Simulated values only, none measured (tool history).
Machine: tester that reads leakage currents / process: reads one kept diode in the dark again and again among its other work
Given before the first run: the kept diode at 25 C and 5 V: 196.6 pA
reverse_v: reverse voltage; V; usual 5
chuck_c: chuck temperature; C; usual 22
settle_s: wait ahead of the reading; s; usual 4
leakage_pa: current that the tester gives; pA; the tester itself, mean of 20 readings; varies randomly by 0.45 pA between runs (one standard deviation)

run,hour,reverse_v,chuck_c,settle_s,leakage_pa
1,0,5,22,4,149.51
2,82.5,5,22,7.14,148.55
3,175.6,5,22,7.14,149.14
4,230.3,5,22,4,148.98
5,310.6,5,22,4,149.66
6,378.4,5,22,4,149.08
7,418.1,1.83,22,4,92.54
8,504.5,1.83,22,4,92.64
9,602.3,1.83,22,4,92.9
10,681.8,1.83,22,0.36,94.45
11,747.4,5,22,1.92,149.59
12,834.8,5,22,1.92,149.31
13,905.9,5,22,1.92,149.52
14,1004,5,22,1.92,149.79
15,1053.8,5,23,4,163.35
16,1099.3,5,23,4,164.06
17,1176.5,5,23,4,164.34
18,1233.8,5,23,4,163.26
19,1292.1,5,23,4,164.21
20,1383.1,5,23,4,163.71
21,1475.3,1.91,25,4,125.07
22,1547.1,14.43,34,4,724.69
23,1608.9,14.43,34,2.76,727.38
24,1685.5,14.43,34,2.76,724.96
25,1764.8,14.43,34,2.76,724.77
26,1862.3,5,22,3.55,149.7
27,1955.2,8.1,44,4.35,1280.69
28,1999.4,5,22,8.99,147.75
29,2083.8,4.89,32,4,365.1
30,2167.8,4.89,32,4,365.87
31,2253.5,4.89,32,4,366.61
32,2334.5,4.89,32,4,363.21
33,2407.1,5,22,4,148.97
34,2474.5,5,22,4,148.96
35,2540.8,5,22,4,149.51
36,2587.4,5,22,4,148.88
37,2648,5,22,0.79,151.03
# hour 2711.8: probe card cleaned and baked
38,2727.2,5,22,0.79,150.44
# hour 2735.1: chuck's temperature calibrated
39,2827.1,5,23,7.8,163.24

Subtracting, for every run, the result it would have given without the tool's unlogged condition from the measured result gives the following. The same run-to-run variation enters both numbers; the gauge's scatter may not:
What the log doesn't record here: stray current of the dirty probe card, pA a volt; current scale over the true one, %; true chuck temperature over the reading, C; drift of the gauge itself on leakage_pa, %.
run,leakage_pa
1,+0.05
2,+0.05
3,+0.04
4,+0.04
5,+0.04
6,+0.04
7,+0
8,+0
9,+0
10,+0
11,+0.01
12,+0.02
13,+0.01
14,+0.01
15,+0
16,+0
17,+0
18,+0
19,-0.01
20,-0.01
21,-0.04
22,-0.19
23,-0.2
24,-0.22
25,-0.23
26,-0.02
27,-0.74
28,-0.03
29,-0.2
30,-0.22
31,-0.22
32,-0.23
33,-0.05
34,-0.04
35,-0.06
36,-0.05
37,-0.05
38,-0.17
39,+0.01

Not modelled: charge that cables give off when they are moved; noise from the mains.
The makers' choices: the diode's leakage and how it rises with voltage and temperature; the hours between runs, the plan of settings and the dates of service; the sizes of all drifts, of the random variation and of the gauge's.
